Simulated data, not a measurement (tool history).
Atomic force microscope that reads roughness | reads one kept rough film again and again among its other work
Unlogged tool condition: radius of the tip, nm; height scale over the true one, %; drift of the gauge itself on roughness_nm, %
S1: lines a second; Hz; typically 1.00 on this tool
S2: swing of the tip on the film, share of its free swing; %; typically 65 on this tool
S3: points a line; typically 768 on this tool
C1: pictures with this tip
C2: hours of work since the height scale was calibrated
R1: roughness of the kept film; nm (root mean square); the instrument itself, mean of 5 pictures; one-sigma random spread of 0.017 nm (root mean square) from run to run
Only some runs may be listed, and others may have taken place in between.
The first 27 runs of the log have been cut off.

run	hour	S1	S2	S3	C1	C2	R1
# hour 916.2: new tip fitted
28	929.5	1.44	60	836	24	134	4.169
29	953.1	1.24	65	598	68	150	4.087
# hour 986.1: new tip fitted
30	987.7	1.24	65	598	2	172	4.174
31	1024.0	2.65	65	529	70	195	3.888
32	1052.6	2.65	65	529	123	214	3.836
# hour 1057.5: new tip fitted
33	1091.2	1.88	86	565	63	238	3.574
34	1124.7	1.47	65	768	125	260	3.978
# hour 1128.4: new tip fitted
35	1174.2	1.00	90	884	85	292	3.749
# hour 1197.9: new tip fitted
36	1207.3	0.69	80	553	17	313	4.077
37	1232.9	1.00	67	445	65	329	4.096
# hour 1267.7: new tip fitted
38	1281.4	3.32	80	476	26	360	3.422
39	1322.6	1.70	65	273	102	387	3.970
# hour 1338.4: new tip fitted
40	1349.5	1.02	60	768	20	404	4.225
41	1388.1	2.98	86	281	92	429	3.221
# hour 1409.6: new tip fitted
42	1417.8	2.98	74	420	15	448	3.667
43	1459.0	1.06	69	768	91	474	4.030
# hour 1480.9: new tip fitted
44	1486.1	1.06	69	768	10	491	4.161
45	1528.3	1.06	69	768	88	519	4.062
# hour 1551.4: new tip fitted
46	1558.4	1.64	74	647	13	538	3.949
47	1602.1	1.00	65	768	94	566	4.087
# hour 1621.2: new tip fitted
48	1651.1	1.00	65	768	55	597	4.154
49	1689.1	1.00	65	768	125	622	4.076

Forecast each of these 4 alternatives for the next run:
# hour 1692.7: new tip fitted
A	1714.7	1.00	75	478	41	638	?
# hour 1692.7: new tip fitted
B	1714.7	1.30	65	768	41	638	?
# hour 1692.7: new tip fitted
C	1714.7	3.20	63	768	41	638	?
# hour 1692.7: new tip fitted
D	1714.7	1.00	59	768	41	638	?

run	R1
A	4.019
B	4.112
C	3.876
D	4.198
Without the tool's hidden state the same runs would have given:
run	R1
A	4.062
B	4.156
C	3.918
D	4.243
